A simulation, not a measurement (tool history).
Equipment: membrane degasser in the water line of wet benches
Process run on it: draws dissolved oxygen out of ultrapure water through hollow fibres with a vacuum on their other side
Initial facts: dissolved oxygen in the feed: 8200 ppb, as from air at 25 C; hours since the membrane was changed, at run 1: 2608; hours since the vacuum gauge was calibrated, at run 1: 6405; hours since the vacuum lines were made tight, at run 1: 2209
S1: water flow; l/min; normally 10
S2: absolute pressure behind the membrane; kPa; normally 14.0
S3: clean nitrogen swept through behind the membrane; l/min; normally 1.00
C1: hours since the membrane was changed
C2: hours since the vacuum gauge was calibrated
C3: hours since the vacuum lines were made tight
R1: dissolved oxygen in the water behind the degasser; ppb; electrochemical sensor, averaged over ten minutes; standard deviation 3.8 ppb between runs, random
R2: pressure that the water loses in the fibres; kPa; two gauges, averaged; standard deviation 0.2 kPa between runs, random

run      day  S1    S2    S3    C1    C2    C3     R1     R2
  1    0.000  10  14.0  1.00  2608  6405  2209  375.6  44.81
  2    5.479  10  14.0  1.00  2740  6536  2340  374.5  45.00
  3   15.129  10  14.0  1.00  2971  6768  2572  372.1  44.59
  4   23.000  10  14.0  1.00  3160  6957  2761  373.3  44.87
  5   34.771  10  14.0  1.00  3443  7239  3043  370.5  44.80
  6   41.092  11  14.0  1.00  3594  7391  3195  437.5  49.68
  7   50.904  11  14.0  0.40  3830  7626  3430  741.3  49.27
  8   58.529  11  14.0  0.40  4013  7809  3613  746.3  49.32
  9   69.579   9  14.0  1.00  4278  8075  3879  317.8  40.58
 10   75.421   9  14.0  1.00  4418  8215  4019  322.2  40.17
      78.846  -- seals of the vacuum lines changed
 11   85.142   9  14.0  1.00  4650  8446   151  314.4  40.44
      89.958  -- vacuum gauge calibrated
 12   98.362   9  14.0  1.00  4966   202   468  318.6  40.20
 13  104.167  10  14.0  1.00  5106   341   607  373.1  44.84
 14  115.208   8  32.7  2.87  5371   606   872  258.8  35.85
 15  124.046  12  14.0  1.00  5583   818  1084  501.8  54.24
 16  129.971  12  14.0  1.00  5725   960  1227  504.1  53.69
 17  142.188  12  24.8  0.79  6018  1254  1520  878.0  54.10
 18  155.475  12  24.8  0.79  6337  1572  1839  898.8  53.72
 19  167.883  15  15.5  0.68  6635  1870  2136  899.9  67.29
 20  174.667  15  15.5  0.68  6798  2033  2299  895.2  67.24
 21  187.883  15  14.0  1.00  7115  2350  2616  707.0  67.41
 22  194.775  15  14.0  1.00  7280  2516  2782  722.7  67.30
 23  205.288  10  26.7  1.31  7533  2768  3034  533.6  44.80
 24  218.508  16  14.0  1.00  7850  3085  3351  789.0  71.54
 25  227.317   8  14.0  1.08  8061  3297  3563  249.6  35.97

Branching from run 25: 3 alternative next runs. What would each branch give?
  A  238.017   6  20.7  0.47  8318  3553  3820   ?   ?
  B  238.017  10  11.9  2.56  8318  3553  3820   ?   ?
  C  238.017  10  27.8  1.00  8318  3553  3820   ?   ?

run     R1     R2
  A  518.9  26.65
  B  214.2  44.61
  C  658.3  44.90
With the hidden condition removed and each run's random variation left untouched, the same runs would have given:
run     R1     R2
  A  517.7  26.61
  B  213.1  44.54
  C  656.8  44.82
